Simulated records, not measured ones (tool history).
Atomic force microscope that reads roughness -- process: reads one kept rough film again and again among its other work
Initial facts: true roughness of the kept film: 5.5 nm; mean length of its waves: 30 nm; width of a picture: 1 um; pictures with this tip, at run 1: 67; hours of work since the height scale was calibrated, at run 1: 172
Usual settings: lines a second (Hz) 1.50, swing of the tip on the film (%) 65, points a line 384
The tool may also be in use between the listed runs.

| run | hour | lines a second (Hz) | swing of the tip on the film (%) | points a line | pictures with this tip | hours of work since the height scale was calibrated | roughness of the kept film (nm (root mean square)) |
|---|---|---|---|---|---|---|---|
| 1 | 0.0 | 1.50 | 65 | 384 | 67 | 172 | 3.946 |
| 2 | 20.7 | 0.82 | 65 | 384 | 106 | 187 | 3.602 |
|  | 26.7 | new tip fitted |
| 3 | 52.7 | 1.50 | 65 | 384 | 49 | 209 | 4.006 |
| 4 | 76.7 | 1.50 | 65 | 384 | 94 | 226 | 3.560 |
|  | 89.4 | new tip fitted |
| 5 | 107.7 | 2.38 | 65 | 384 | 35 | 247 | 4.149 |
| 6 | 130.9 | 1.50 | 65 | 527 | 79 | 263 | 3.746 |
| 7 | 147.4 | 1.50 | 65 | 527 | 110 | 275 | 3.498 |
|  | 152.2 | new tip fitted |
| 8 | 179.7 | 1.50 | 63 | 384 | 52 | 297 | 3.976 |
| 9 | 196.5 | 1.50 | 63 | 384 | 84 | 309 | 3.645 |
|  | 214.0 | new tip fitted |
| 10 | 218.8 | 1.50 | 63 | 384 | 9 | 324 | 4.586 |
| 11 | 252.2 | 1.50 | 65 | 384 | 72 | 347 | 3.851 |
| 12 | 266.5 | 1.50 | 65 | 384 | 99 | 357 | 3.627 |
|  | 276.9 | new tip fitted |
| 13 | 288.4 | 1.50 | 65 | 384 | 22 | 372 | 4.361 |
| 14 | 310.3 | 1.50 | 65 | 384 | 63 | 387 | 3.897 |
|  | 314.3 | height scale calibrated on a step standard |
| 15 | 331.1 | 1.50 | 65 | 384 | 100 | 12 | 3.532 |
|  | 339.5 | new tip fitted |
| 16 | 362.7 | 1.50 | 65 | 384 | 44 | 34 | 4.101 |
| 17 | 391.6 | 1.50 | 65 | 384 | 99 | 54 | 3.575 |
|  | 401.1 | new tip fitted |
| 18 | 413.6 | 1.50 | 65 | 384 | 24 | 69 | 4.377 |
| 19 | 430.8 | 1.50 | 65 | 384 | 56 | 81 | 3.985 |
| 20 | 453.3 | 1.50 | 65 | 384 | 99 | 96 | 3.580 |
|  | 462.7 | new tip fitted |
|  | 466.3 | height scale calibrated on a step standard, once more |
| 21 | 485.0 | 1.50 | 65 | 384 | 40 | 13 | 4.168 |
| 22 | 511.3 | 1.50 | 65 | 384 | 89 | 31 | 3.689 |
|  | 527.2 | new tip fitted |
| 23 | 530.4 | 1.50 | 65 | 384 | 6 | 44 | 4.541 |
| 24 | 561.0 | 0.55 | 65 | 384 | 63 | 66 | 4.042 |
| 25 | 579.5 | 1.50 | 75 | 384 | 98 | 79 | 3.542 |
|  | 589.3 | new tip fitted |
| 26 | 596.9 | 2.87 | 65 | 378 | 14 | 91 | 4.376 |
| 27 | 626.9 | 1.50 | 67 | 355 | 71 | 112 | 3.795 |
|  | 652.1 | new tip fitted |
| 28 | 655.2 | 1.50 | 62 | 355 | 6 | 131 | 4.593 |
| 29 | 673.0 | 1.50 | 62 | 355 | 39 | 143 | 4.178 |
| 30 | 692.5 | 1.50 | 62 | 355 | 76 | 157 | 3.774 |
| 31 | 709.9 | 1.50 | 62 | 355 | 109 | 169 | 3.532 |
|  | 713.6 | new tip fitted |
| 32 | 732.3 | 1.50 | 73 | 384 | 35 | 184 | 4.074 |
| 33 | 761.5 | 0.59 | 65 | 543 | 91 | 205 | 3.665 |
|  | 775.0 | new tip fitted |
| 34 | 793.9 | 1.03 | 73 | 384 | 36 | 227 | 4.107 |
| 35 | 807.5 | 1.03 | 73 | 384 | 62 | 237 | 3.830 |
| 36 | 834.3 | 1.50 | 58 | 466 | 112 | 255 | 3.450 |
|  | 837.5 | new tip fitted |
| 37 | 861.4 | 1.03 | 63 | 505 | 46 | 274 | 4.230 |
| 38 | 885.5 | 1.72 | 90 | 384 | 91 | 291 | 3.284 |
|  | 899.5 | new tip fitted |
| 39 | 910.0 | 1.72 | 90 | 384 | 20 | 308 | 3.932 |
| 40 | 940.5 | 2.52 | 69 | 682 | 77 | 329 | 3.636 |
|  | 962.0 | new tip fitted |
| 41 | 966.6 | 1.87 | 88 | 470 | 9 | 347 | 4.115 |
| 42 | 995.1 | 1.87 | 88 | 470 | 62 | 367 | 3.473 |
| 43 | 1020.7 | 2.24 | 88 | 342 | 111 | 385 | 2.966 |
|  | 1023.6 | new tip fitted |
| 44 | 1046.0 | 2.24 | 88 | 342 | 43 | 402 | 3.658 |
| 45 | 1067.4 | 1.50 | 66 | 868 | 83 | 417 | 3.780 |
|  | 1086.6 | new tip fitted |
| 46 | 1086.6 | 0.70 | 60 | 785 | 0 | 430 | 4.843 |
| 47 | 1105.6 | 1.49 | 80 | 364 | 35 | 443 | 4.071 |
| 48 | 1129.7 | 0.81 | 71 | 393 | 81 | 460 | 3.771 |
|  | 1151.0 | new tip fitted |
| 49 | 1161.9 | 0.81 | 55 | 393 | 21 | 482 | 4.550 |

Forecast each of these 5 alternatives for the next run:
| A | 1181.9 | 1.50 | 79 | 346 | 59 | 496 | ? |
| B | 1181.9 | 0.50 | 79 | 367 | 59 | 496 | ? |
| C | 1181.9 | 1.50 | 59 | 346 | 59 | 496 | ? |
| D | 1181.9 | 1.50 | 69 | 384 | 59 | 496 | ? |
| E | 1181.9 | 1.79 | 80 | 557 | 59 | 496 | ? |

| run | roughness of the kept film (nm (root mean square)) |
|---|---|
| A | 3.822 |
| B | 4.023 |
| C | 4.029 |
| D | 3.953 |
| E | 3.756 |
Take away the tool's hidden state, keep each run's random variation, and the runs would have read:
| run | roughness of the kept film (nm (root mean square)) |
|---|---|
| A | 4.507 |
| B | 4.745 |
| C | 4.751 |
| D | 4.662 |
| E | 4.429 |
